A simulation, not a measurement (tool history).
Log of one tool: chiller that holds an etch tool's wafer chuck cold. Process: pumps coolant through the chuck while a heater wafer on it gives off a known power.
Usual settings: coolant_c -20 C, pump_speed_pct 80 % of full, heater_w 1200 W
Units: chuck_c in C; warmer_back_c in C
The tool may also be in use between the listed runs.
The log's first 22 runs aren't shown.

| run | hour | coolant_c | pump_speed_pct | heater_w | chuck_c | warmer_back_c |
|---|---|---|---|---|---|---|
| 23 | 888.2 | -27 | 71 | 884 | -20.5 | 3.10 |
| 24 | 938.8 | -26 | 80 | 842 | -20.4 | 2.61 |
| 25 | 973.8 | -14 | 87 | 1272 | -6.1 | 3.50 |
| 26 | 1007.5 | -14 | 87 | 1272 | -5.9 | 3.49 |
| 27 | 1058.6 | -18 | 92 | 1526 | -8.7 | 3.98 |
| 28 | 1105.8 | -23 | 76 | 1200 | -14.7 | 3.90 |
| 29 | 1138.5 | -26 | 80 | 1446 | -16.3 | 4.39 |
| 30 | 1183.5 | -26 | 80 | 1446 | -16.1 | 4.37 |

3 ways to go on from here, each from the tool as it stands after run 30. What would each give?
| A | 1219.5 | -17 | 90 | 1446 | ? | ? |
| B | 1219.5 | -29 | 81 | 1232 | ? | ? |
| C | 1219.5 | -30 | 80 | 1200 | ? | ? |

| run | chuck_c | warmer_back_c |
|---|---|---|
| A | -8.2 | 3.89 |
| B | -20.7 | 3.71 |
| C | -22.0 | 3.66 |
Without the tool's hidden state the same runs would have given:
| run | chuck_c | warmer_back_c |
|---|---|---|
| A | -8.2 | 3.65 |
| B | -20.7 | 3.47 |
| C | -22.0 | 3.42 |
